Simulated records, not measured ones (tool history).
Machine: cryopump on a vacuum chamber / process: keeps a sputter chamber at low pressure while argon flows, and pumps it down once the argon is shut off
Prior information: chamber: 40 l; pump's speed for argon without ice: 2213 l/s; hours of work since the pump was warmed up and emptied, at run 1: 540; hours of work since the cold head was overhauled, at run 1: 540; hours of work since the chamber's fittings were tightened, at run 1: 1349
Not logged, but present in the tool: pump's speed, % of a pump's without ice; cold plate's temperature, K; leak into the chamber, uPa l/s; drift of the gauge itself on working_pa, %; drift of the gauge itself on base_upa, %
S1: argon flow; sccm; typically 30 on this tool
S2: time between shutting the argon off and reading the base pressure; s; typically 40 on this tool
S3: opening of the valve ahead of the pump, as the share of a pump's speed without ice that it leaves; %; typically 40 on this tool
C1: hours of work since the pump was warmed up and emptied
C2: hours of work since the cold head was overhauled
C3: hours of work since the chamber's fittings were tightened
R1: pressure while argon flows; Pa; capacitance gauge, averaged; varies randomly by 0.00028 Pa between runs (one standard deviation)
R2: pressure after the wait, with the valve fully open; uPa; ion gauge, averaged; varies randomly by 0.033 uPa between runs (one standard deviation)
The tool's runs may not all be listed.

Run 1, hour 0.0: usual settings; C1 540; C2 540; C3 1349. Result: R1 0.0592 Pa, R2 2.79 uPa.
Run 2, hour 38.7: usual settings; C1 561; C2 561; C3 1370. Result: R1 0.0598 Pa, R2 2.86 uPa.
Run 3, hour 81.9: usual settings but S1 34 sccm; C1 584; C2 584; C3 1393. Result: R1 0.0674 Pa, R2 2.88 uPa.
Run 4, hour 108.2: usual settings but S1 34 sccm; C1 599; C2 599; C3 1408. Result: R1 0.0674 Pa, R2 2.92 uPa.
Run 5, hour 135.2: usual settings but S1 34 sccm; C1 613; C2 613; C3 1422. Result: R1 0.0675 Pa, R2 2.88 uPa.
Run 6, hour 159.0: usual settings but S1 34 sccm; C1 626; C2 626; C3 1435. Result: R1 0.0676 Pa, R2 2.95 uPa.
Run 7, hour 208.8: usual settings but S1 34 sccm; C1 653; C2 653; C3 1462. Result: R1 0.0678 Pa, R2 3.04 uPa.
Run 8, hour 240.8: usual settings; C1 671; C2 671; C3 1480. Result: R1 0.0601 Pa, R2 2.90 uPa.
Run 9, hour 287.0: usual settings but S2 88 s; C1 696; C2 696; C3 1505. Result: R1 0.0604 Pa, R2 2.14 uPa.
Run 10, hour 341.2: usual settings but S2 88 s; C1 725; C2 725; C3 1534. Result: R1 0.0601 Pa, R2 2.16 uPa.
Run 11, hour 373.0: usual settings but S2 88 s; C1 743; C2 743; C3 1552. Result: R1 0.0601 Pa, R2 2.10 uPa.
Run 12, hour 406.9: usual settings; C1 761; C2 761; C3 1570. Result: R1 0.0602 Pa, R2 3.09 uPa.
Run 13, hour 446.0: usual settings but S1 51 sccm; C1 782; C2 782; C3 1591. Result: R1 0.1030 Pa, R2 3.07 uPa.
Run 14, hour 481.6: usual settings; C1 802; C2 802; C3 1611. Result: R1 0.0607 Pa, R2 3.17 uPa.
Run 15, hour 522.5: usual settings but S3 47 %; C1 824; C2 824; C3 1633. Result: R1 0.0518 Pa, R2 3.15 uPa.
Run 16, hour 551.2: usual settings but S3 47 %; C1 839; C2 839; C3 1648. Result: R1 0.0523 Pa, R2 3.08 uPa.
Run 17, hour 606.9: usual settings but S2 139 s, S3 47 %; C1 870; C2 870; C3 1679. Result: R1 0.0528 Pa, R2 2.00 uPa.
Run 18, hour 629.7: usual settings but S1 18 sccm, S2 27 s, S3 49 %; C1 882; C2 882; C3 1691. Result: R1 0.0305 Pa, R2 3.99 uPa.
Run 19, hour 659.6: usual settings but S1 29 sccm, S2 84 s, S3 30 %; C1 898; C2 898; C3 1707. Result: R1 0.0776 Pa, R2 2.41 uPa.
At hour 681.1: pump warmed up, emptied and cooled again.
Run 20, hour 706.4: usual settings but S2 49 s; C1 14; C2 921; C3 1730. Result: R1 0.0578 Pa, R2 2.76 uPa.
Run 21, hour 750.6: usual settings but S1 15 sccm, S2 83 s, S3 59 %; C1 38; C2 945; C3 1754. Result: R1 0.0196 Pa, R2 2.24 uPa.
Run 22, hour 800.9: usual settings but S1 13 sccm, S2 91 s, S3 55 %; C1 65; C2 972; C3 1781. Result: R1 0.0188 Pa, R2 2.15 uPa.
Run 23, hour 825.4: usual settings but S1 33 sccm, S2 235 s, S3 35 %; C1 78; C2 986; C3 1795. Result: R1 0.0729 Pa, R2 1.72 uPa.
Run 24, hour 861.1: usual settings but S1 33 sccm, S2 235 s, S3 35 %; C1 98; C2 1005; C3 1814. Result: R1 0.0723 Pa, R2 1.75 uPa.
Run 25, hour 900.8: usual settings but S1 39 sccm, S2 124 s, S3 26 %; C1 119; C2 1027; C3 1836. Result: R1 0.1153 Pa, R2 2.05 uPa.
Run 26, hour 934.2: usual settings but S1 39 sccm, S2 124 s, S3 26 %; C1 138; C2 1045; C3 1854. Result: R1 0.1160 Pa, R2 2.06 uPa.
Run 27, hour 979.2: usual settings but S1 39 sccm, S2 124 s, S3 26 %; C1 162; C2 1069; C3 1878. Result: R1 0.1158 Pa, R2 2.06 uPa.
Run 28, hour 1025.2: usual settings but S1 13 sccm, S2 122 s, S3 26 %; C1 187; C2 1094; C3 1903. Result: R1 0.0385 Pa, R2 2.11 uPa.

Each row is a separate what-if for the run after 28, all from the same tool condition, not one after another. Results?
Run A, hour 1053.5: usual settings but S1 39 sccm, S3 41 %; C1 203; C2 1110; C3 1919. Result: R1 ?, R2 ?.
Run B, hour 1053.5: usual settings but S1 24 sccm; C1 203; C2 1110; C3 1919. Result: R1 ?, R2 ?.
Run C, hour 1053.5: usual settings but S1 39 sccm, S2 122 s, S3 26 %; C1 203; C2 1110; C3 1919. Result: R1 ?, R2 ?.
Run D, hour 1053.5: usual settings but S1 44 sccm, S2 193 s; C1 203; C2 1110; C3 1919. Result: R1 ?, R2 ?.

run      R1    R2
  A  0.0744  3.22
  B  0.0467  3.21
  C  0.1158  2.14
  D  0.0858  1.88
Take away the tool's hidden state, keep each run's random variation, and the runs would have read:
run      R1    R2
  A  0.0729  1.75
  B  0.0458  1.75
  C  0.1144  0.67
  D  0.0841  0.46
